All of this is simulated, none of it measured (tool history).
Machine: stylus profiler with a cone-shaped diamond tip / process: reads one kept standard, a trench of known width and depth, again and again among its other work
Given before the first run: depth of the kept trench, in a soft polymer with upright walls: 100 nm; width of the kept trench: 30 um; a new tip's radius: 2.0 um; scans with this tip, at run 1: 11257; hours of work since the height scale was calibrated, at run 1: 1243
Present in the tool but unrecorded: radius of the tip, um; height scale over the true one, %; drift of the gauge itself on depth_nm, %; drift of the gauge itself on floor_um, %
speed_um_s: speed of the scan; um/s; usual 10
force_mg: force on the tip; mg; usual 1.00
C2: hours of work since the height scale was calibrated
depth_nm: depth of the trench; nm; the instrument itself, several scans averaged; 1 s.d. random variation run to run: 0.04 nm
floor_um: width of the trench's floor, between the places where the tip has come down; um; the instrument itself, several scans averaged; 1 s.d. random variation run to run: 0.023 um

run 1 hour=0.0 | speed_um_s=10 force_mg=1.00 | scans_with_this_tip=11257 C2=1243 | depth_nm=100.25 floor_um=28.33
-- hour=34.5 new tip fitted, height scale calibrated
run 2 hour=37.5 | speed_um_s=10 force_mg=1.00 | scans_with_this_tip=15 C2=2 | depth_nm=100.77 floor_um=28.65
run 3 hour=82.0 | speed_um_s=10 force_mg=1.00 | scans_with_this_tip=238 C2=26 | depth_nm=100.72 floor_um=28.66
run 4 hour=126.9 | speed_um_s=25 force_mg=1.00 | scans_with_this_tip=462 C2=51 | depth_nm=100.76 floor_um=28.49
run 5 hour=170.7 | speed_um_s=3 force_mg=1.00 | scans_with_this_tip=682 C2=75 | depth_nm=100.67 floor_um=28.69
run 6 hour=198.2 | speed_um_s=3 force_mg=0.84 | scans_with_this_tip=819 C2=90 | depth_nm=100.68 floor_um=28.70
run 7 hour=248.7 | speed_um_s=10 force_mg=1.00 | scans_with_this_tip=1072 C2=118 | depth_nm=100.73 floor_um=28.59
run 8 hour=300.5 | speed_um_s=10 force_mg=2.22 | scans_with_this_tip=1331 C2=147 | depth_nm=101.22 floor_um=28.67
run 9 hour=344.6 | speed_um_s=10 force_mg=2.22 | scans_with_this_tip=1552 C2=171 | depth_nm=101.19 floor_um=28.62
run 10 hour=397.0 | speed_um_s=10 force_mg=1.00 | scans_with_this_tip=1813 C2=200 | depth_nm=100.66 floor_um=28.59
run 11 hour=435.2 | speed_um_s=10 force_mg=1.00 | scans_with_this_tip=2005 C2=221 | depth_nm=100.62 floor_um=28.61
run 12 hour=473.8 | speed_um_s=9 force_mg=1.00 | scans_with_this_tip=2198 C2=243 | depth_nm=100.61 floor_um=28.55
run 13 hour=512.0 | speed_um_s=9 force_mg=1.00 | scans_with_this_tip=2389 C2=264 | depth_nm=100.63 floor_um=28.57
run 14 hour=562.9 | speed_um_s=9 force_mg=1.00 | scans_with_this_tip=2644 C2=292 | depth_nm=100.62 floor_um=28.60
run 15 hour=593.3 | speed_um_s=2 force_mg=1.00 | scans_with_this_tip=2796 C2=309 | depth_nm=100.63 floor_um=28.63
run 16 hour=642.4 | speed_um_s=10 force_mg=1.00 | scans_with_this_tip=3041 C2=336 | depth_nm=100.60 floor_um=28.55
run 17 hour=690.1 | speed_um_s=10 force_mg=1.00 | scans_with_this_tip=3280 C2=362 | depth_nm=100.66 floor_um=28.55
run 18 hour=738.9 | speed_um_s=10 force_mg=1.00 | scans_with_this_tip=3524 C2=389 | depth_nm=100.60 floor_um=28.52
run 19 hour=776.8 | speed_um_s=10 force_mg=1.69 | scans_with_this_tip=3714 C2=410 | depth_nm=100.91 floor_um=28.51
run 20 hour=809.6 | speed_um_s=10 force_mg=0.71 | scans_with_this_tip=3877 C2=428 | depth_nm=100.41 floor_um=28.49
run 21 hour=838.5 | speed_um_s=10 force_mg=0.71 | scans_with_this_tip=4022 C2=444 | depth_nm=100.43 floor_um=28.47
run 22 hour=882.5 | speed_um_s=40 force_mg=1.79 | scans_with_this_tip=4242 C2=468 | depth_nm=100.84 floor_um=28.29
run 23 hour=932.4 | speed_um_s=9 force_mg=1.00 | scans_with_this_tip=4492 C2=496 | depth_nm=100.54 floor_um=28.53
run 24 hour=977.2 | speed_um_s=9 force_mg=1.00 | scans_with_this_tip=4716 C2=521 | depth_nm=100.56 floor_um=28.49
run 25 hour=1011.1 | speed_um_s=6 force_mg=1.35 | scans_with_this_tip=4886 C2=539 | depth_nm=100.72 floor_um=28.52
run 26 hour=1061.7 | speed_um_s=6 force_mg=0.62 | scans_with_this_tip=5139 C2=567 | depth_nm=100.36 floor_um=28.48
run 27 hour=1109.0 | speed_um_s=8 force_mg=1.19 | scans_with_this_tip=5376 C2=593 | depth_nm=100.59 floor_um=28.49
run 28 hour=1162.8 | speed_um_s=8 force_mg=1.19 | scans_with_this_tip=5645 C2=623 | depth_nm=100.50 floor_um=28.51
run 29 hour=1217.4 | speed_um_s=27 force_mg=0.66 | scans_with_this_tip=5918 C2=653 | depth_nm=100.25 floor_um=28.23
run 30 hour=1243.4 | speed_um_s=38 force_mg=0.91 | scans_with_this_tip=6048 C2=668 | depth_nm=100.42 floor_um=28.20
run 31 hour=1297.7 | speed_um_s=23 force_mg=1.02 | scans_with_this_tip=6319 C2=698 | depth_nm=100.45 floor_um=28.34
run 32 hour=1322.1 | speed_um_s=3 force_mg=0.36 | scans_with_this_tip=6441 C2=711 | depth_nm=100.16 floor_um=28.45
run 33 hour=1365.0 | speed_um_s=3 force_mg=2.37 | scans_with_this_tip=6656 C2=735 | depth_nm=100.93 floor_um=28.49
run 34 hour=1390.2 | speed_um_s=33 force_mg=1.50 | scans_with_this_tip=6782 C2=749 | depth_nm=100.70 floor_um=28.24
run 35 hour=1415.6 | speed_um_s=10 force_mg=1.26 | scans_with_this_tip=6909 C2=763 | depth_nm=100.57 floor_um=28.44
run 36 hour=1442.2 | speed_um_s=10 force_mg=1.26 | scans_with_this_tip=7042 C2=777 | depth_nm=100.54 floor_um=28.44
run 37 hour=1496.3 | speed_um_s=10 force_mg=1.26 | scans_with_this_tip=7313 C2=807 | depth_nm=100.56 floor_um=28.39
run 38 hour=1533.9 | speed_um_s=21 force_mg=2.09 | scans_with_this_tip=7501 C2=828 | depth_nm=100.82 floor_um=28.34
run 39 hour=1585.2 | speed_um_s=15 force_mg=1.75 | scans_with_this_tip=7758 C2=856 | depth_nm=100.72 floor_um=28.38
run 40 hour=1632.7 | speed_um_s=11 force_mg=1.12 | scans_with_this_tip=7995 C2=882 | depth_nm=100.37 floor_um=28.38
run 41 hour=1682.1 | speed_um_s=25 force_mg=2.73 | scans_with_this_tip=8243 C2=910 | depth_nm=101.05 floor_um=28.32
run 42 hour=1719.9 | speed_um_s=25 force_mg=2.73 | scans_with_this_tip=8431 C2=931 | depth_nm=101.01 floor_um=28.30

Hidden state or all else? Some run-to-run changes of depth_nm, split into what the settings, what came in and random variation would give without the hidden state, and what is left for the hidden state (with any gauge scatter that isn't in both results):
Run 1 -> 2: new tip fitted, height scale calibrated. depth_nm +0.52 nm: hidden state +0.55, all else -0.03.
Run 2 -> 3: no setting changed, nothing entered. depth_nm -0.05 nm: hidden state -0.02, all else -0.03.
Run 9 -> 10: force_mg 2.22 -> 1.00. depth_nm -0.53 nm: hidden state -0.02, all else -0.51.
Run 32 -> 33: force_mg 0.36 -> 2.37. depth_nm +0.77 nm: hidden state -0.02, all else +0.79.
Run 40 -> 41: speed_um_s 11 -> 25, force_mg 1.12 -> 2.73. depth_nm +0.68 nm: hidden state -0.01, all else +0.69.
